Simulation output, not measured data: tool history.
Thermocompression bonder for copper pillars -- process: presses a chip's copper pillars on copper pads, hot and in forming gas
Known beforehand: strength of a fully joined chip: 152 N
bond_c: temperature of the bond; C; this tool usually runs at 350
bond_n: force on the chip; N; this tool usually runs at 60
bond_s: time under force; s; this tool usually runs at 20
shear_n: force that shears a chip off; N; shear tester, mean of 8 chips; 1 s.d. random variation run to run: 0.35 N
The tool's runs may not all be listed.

run 1 hour=0.0 | bond_c=350 bond_n=60 bond_s=20 | shear_n=112.6
run 2 hour=23.1 | bond_c=350 bond_n=60 bond_s=20 | shear_n=112.6
run 3 hour=38.1 | bond_c=350 bond_n=44 bond_s=20 | shear_n=90.8
run 4 hour=58.9 | bond_c=350 bond_n=44 bond_s=20 | shear_n=91.2
run 5 hour=79.2 | bond_c=350 bond_n=44 bond_s=20 | shear_n=91.1
run 6 hour=97.8 | bond_c=322 bond_n=60 bond_s=20 | shear_n=87.6
run 7 hour=114.6 | bond_c=322 bond_n=60 bond_s=20 | shear_n=87.8
run 8 hour=135.4 | bond_c=371 bond_n=84 bond_s=29 | shear_n=146.3
run 9 hour=157.4 | bond_c=339 bond_n=84 bond_s=29 | shear_n=133.0
run 10 hour=168.2 | bond_c=335 bond_n=60 bond_s=27 | shear_n=108.4
run 11 hour=182.9 | bond_c=371 bond_n=39 bond_s=27 | shear_n=108.0
run 12 hour=198.3 | bond_c=371 bond_n=39 bond_s=27 | shear_n=108.2

Run 13 has not been measured yet. What should we expect?
run 13 hour=217.5 | bond_c=350 bond_n=37 bond_s=20 | shear_n=?

{"run 13": {"shear_n": 78.9}}
With no hidden state in the tool, this same run would have given shear_n 78.9 N.
